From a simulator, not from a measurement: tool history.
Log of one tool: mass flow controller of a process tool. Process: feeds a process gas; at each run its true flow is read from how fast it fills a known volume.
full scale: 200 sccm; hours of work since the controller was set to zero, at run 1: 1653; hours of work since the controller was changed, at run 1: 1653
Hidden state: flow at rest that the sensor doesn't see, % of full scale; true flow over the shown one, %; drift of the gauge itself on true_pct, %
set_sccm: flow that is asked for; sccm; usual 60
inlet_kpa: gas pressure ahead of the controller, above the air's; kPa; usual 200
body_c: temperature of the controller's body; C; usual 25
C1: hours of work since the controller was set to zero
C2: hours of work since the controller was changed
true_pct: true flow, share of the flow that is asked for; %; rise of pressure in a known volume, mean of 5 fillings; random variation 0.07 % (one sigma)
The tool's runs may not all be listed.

Run 1, day 0: usual settings; C1 1653; C2 1653. Result: true_pct 97.36 %.
Run 2, day 6.296: usual settings; C1 1712; C2 1712. Result: true_pct 97.33 %.
Run 3, day 11.012: usual settings; C1 1757; C2 1757. Result: true_pct 97.26 %.
Run 4, day 16.558: usual settings; C1 1810; C2 1810. Result: true_pct 97.26 %.
Run 5, day 22.867: usual settings but inlet_kpa 237 kPa; C1 1870; C2 1870. Result: true_pct 97.4 %.
Run 6, day 27.629: usual settings but inlet_kpa 203 kPa; C1 1916; C2 1916. Result: true_pct 97.23 %.
Run 7, day 33.604: usual settings; C1 1972; C2 1972. Result: true_pct 97.22 %.
Run 8, day 36.404: usual settings; C1 1999; C2 1999. Result: true_pct 97.16 %.
Run 9, day 39.138: usual settings but set_sccm 33 sccm; C1 2025; C2 2025. Result: true_pct 96.39 %.
Run 10, day 43.708: usual settings but body_c 34 C; C1 2069; C2 2069. Result: true_pct 97.7 %.
Run 11, day 49.754: usual settings but set_sccm 25 sccm; C1 2126; C2 2126. Result: true_pct 95.89 %.
Run 12, day 54.538: usual settings but set_sccm 31 sccm; C1 2172; C2 2172. Result: true_pct 96.29 %.
Run 13, day 58.412: usual settings but set_sccm 31 sccm; C1 2209; C2 2209. Result: true_pct 96.1 %.
Run 14, day 65.058: usual settings but set_sccm 31 sccm; C1 2272; C2 2272. Result: true_pct 96.08 %.
Run 15, day 69.212: usual settings but set_sccm 31 sccm, inlet_kpa 270 kPa; C1 2311; C2 2311. Result: true_pct 96.22 %.
Run 16, day 72.388: usual settings but set_sccm 31 sccm, inlet_kpa 270 kPa; C1 2342; C2 2342. Result: true_pct 96.29 %.
Run 17, day 75.167: usual settings but set_sccm 42 sccm; C1 2368; C2 2368. Result: true_pct 96.54 %.
Run 18, day 79.246: usual settings but set_sccm 44 sccm, body_c 26 C; C1 2407; C2 2407. Result: true_pct 96.5 %.
Run 19, day 82.167: usual settings but set_sccm 44 sccm, body_c 26 C; C1 2435; C2 2435. Result: true_pct 96.6 %.
Run 20, day 88.683: usual settings but set_sccm 142 sccm, inlet_kpa 225 kPa; C1 2497; C2 2497. Result: true_pct 98.25 %.
Run 21, day 94.775: usual settings but set_sccm 142 sccm, inlet_kpa 225 kPa; C1 2555; C2 2555. Result: true_pct 98.07 %.
Run 22, day 99.525: usual settings but set_sccm 51 sccm, inlet_kpa 228 kPa, body_c 39 C; C1 2600; C2 2600. Result: true_pct 97.63 %.
Run 23, day 104.992: usual settings but set_sccm 51 sccm, inlet_kpa 228 kPa, body_c 39 C; C1 2652; C2 2652. Result: true_pct 97.52 %.
Run 24, day 110.367: usual settings but inlet_kpa 140 kPa; C1 2703; C2 2703. Result: true_pct 96.7 %.
Run 25, day 116.704: usual settings but inlet_kpa 140 kPa; C1 2764; C2 2764. Result: true_pct 96.61 %.
Run 26, day 119.867: usual settings but set_sccm 93 sccm, inlet_kpa 142 kPa, body_c 26 C; C1 2794; C2 2794. Result: true_pct 97.17 %.
Run 27, day 125.046: usual settings but set_sccm 79 sccm, inlet_kpa 265 kPa, body_c 39 C; C1 2843; C2 2843. Result: true_pct 98.11 %.
Run 28, day 131.638: usual settings but set_sccm 47 sccm, body_c 27 C; C1 2906; C2 2906. Result: true_pct 96.49 %.
Run 29, day 134.696: usual settings but set_sccm 164 sccm, inlet_kpa 260 kPa, body_c 27 C; C1 2935; C2 2935. Result: true_pct 98.47 %.

Forecast each of these 5 alternatives for the next run:
Run A, day 138.671: usual settings but set_sccm 32 sccm, inlet_kpa 260 kPa, body_c 39 C; C1 2973; C2 2973. Result: true_pct ?.
Run B, day 138.671: usual settings but set_sccm 22 sccm, inlet_kpa 218 kPa; C1 2973; C2 2973. Result: true_pct ?.
Run C, day 138.671: usual settings but set_sccm 164 sccm, inlet_kpa 191 kPa, body_c 27 C; C1 2973; C2 2973. Result: true_pct ?.
Run D, day 138.671: usual settings but body_c 30 C; C1 2973; C2 2973. Result: true_pct ?.
Run E, day 138.671: usual settings but inlet_kpa 169 kPa, body_c 22 C; C1 2973; C2 2973. Result: true_pct ?.

run  true_pct
  A      96.7
  B     94.97
  C     98.35
  D     97.03
  E     96.37
Without the tool's hidden state the same runs would have given:
run  true_pct
  A     99.33
  B     98.27
  C     99.78
  D     98.97
  E      98.3

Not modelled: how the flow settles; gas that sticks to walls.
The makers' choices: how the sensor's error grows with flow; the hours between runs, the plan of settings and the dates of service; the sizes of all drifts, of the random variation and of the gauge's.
